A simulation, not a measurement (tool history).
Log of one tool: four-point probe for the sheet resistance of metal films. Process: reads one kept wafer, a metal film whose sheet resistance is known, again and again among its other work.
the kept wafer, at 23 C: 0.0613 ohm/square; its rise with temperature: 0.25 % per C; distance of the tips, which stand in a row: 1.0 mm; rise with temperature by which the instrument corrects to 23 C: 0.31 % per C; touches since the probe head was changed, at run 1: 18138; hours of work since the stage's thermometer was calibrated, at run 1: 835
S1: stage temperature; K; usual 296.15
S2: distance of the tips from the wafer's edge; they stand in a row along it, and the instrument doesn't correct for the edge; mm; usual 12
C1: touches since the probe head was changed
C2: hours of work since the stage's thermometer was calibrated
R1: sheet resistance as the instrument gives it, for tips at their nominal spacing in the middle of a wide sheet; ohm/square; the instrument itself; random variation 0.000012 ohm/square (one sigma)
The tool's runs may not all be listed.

run	hour	S1	S2	C1	C2	R1
1	0	296.15	12	18138	835	0.061613
2	22.9	292.15	12	18834	850	0.061752
3	51.6	292.15	12	19707	868	0.061769
4	73.5	296.15	12	20372	883	0.061635
5	88.3	296.15	12	20823	892	0.061613
6	118.1	296.15	11	21728	911	0.061674
7	147.5	303.15	11	22624	930	0.06142
8	163.3	303.15	11	23105	941	0.06141
9	187.2	296.15	11	23831	956	0.061644
10	218.3	296.15	12	24775	976	0.061606
11	249.1	296.15	12	25711	996	0.061613
12	278.6	296.15	12	26609	1015	0.06158
13	293	296.15	12	27047	1025	0.061592
# hour 295.9: stage's thermometer calibrated
14	318.7	296.15	12	27814	15	0.061557
15	333.6	296.15	21	28267	24	0.061393
16	351	296.15	21	28795	36	0.061389
17	367.2	296.15	21	29287	46	0.061384
# hour 384: stage's thermometer calibrated, once more
18	398.4	296.15	21	30221	9	0.061484
19	430.1	296.15	21	31184	30	0.061453
20	451.7	296.15	12	31842	44	0.061595
21	475	296.15	12	32551	59	0.061624
22	497.6	293.15	53	33236	74	0.061488
23	511.7	300.15	7	33666	83	0.061928
24	539.4	307.15	51	34508	101	0.061
25	569.1	291.15	4	35412	120	0.063555
26	585.6	305.15	40	35912	131	0.061089
27	608	305.15	40	36593	145	0.061079
28	635.2	298.15	17	37421	163	0.061411
29	652.2	305.15	6	37939	174	0.061946
30	667.7	296.15	7	38408	184	0.062031
31	693	296.15	7	39178	200	0.062013
32	712.6	296.15	7	39773	213	0.062009
33	736.7	308.15	9	40506	228	0.061342
34	761.6	308.15	9	41264	245	0.061333
35	790.4	300.15	72	42140	263	0.061212
36	812.5	291.15	72	42811	277	0.0615
37	827	296.15	18	43252	287	0.061448
38	845.7	308.15	10	43823	299	0.06124
39	866.2	305.15	72	44444	312	0.061008
40	897.7	298.15	11	45401	333	0.061545
41	927.4	304.15	25	46305	352	0.0611

Forecast each of these 4 alternatives for the next run:
A	953.3	307.15	61	47092	369	?
B	953.3	296.15	25	47092	369	?
C	953.3	298.15	25	47092	369	?
D	953.3	298.15	56	47092	369	?

run	R1
A	0.060926
B	0.061378
C	0.0613
D	0.061271
Without the tool's hidden state the same runs would have given:
run	R1
A	0.060911
B	0.061363
C	0.061285
D	0.061256
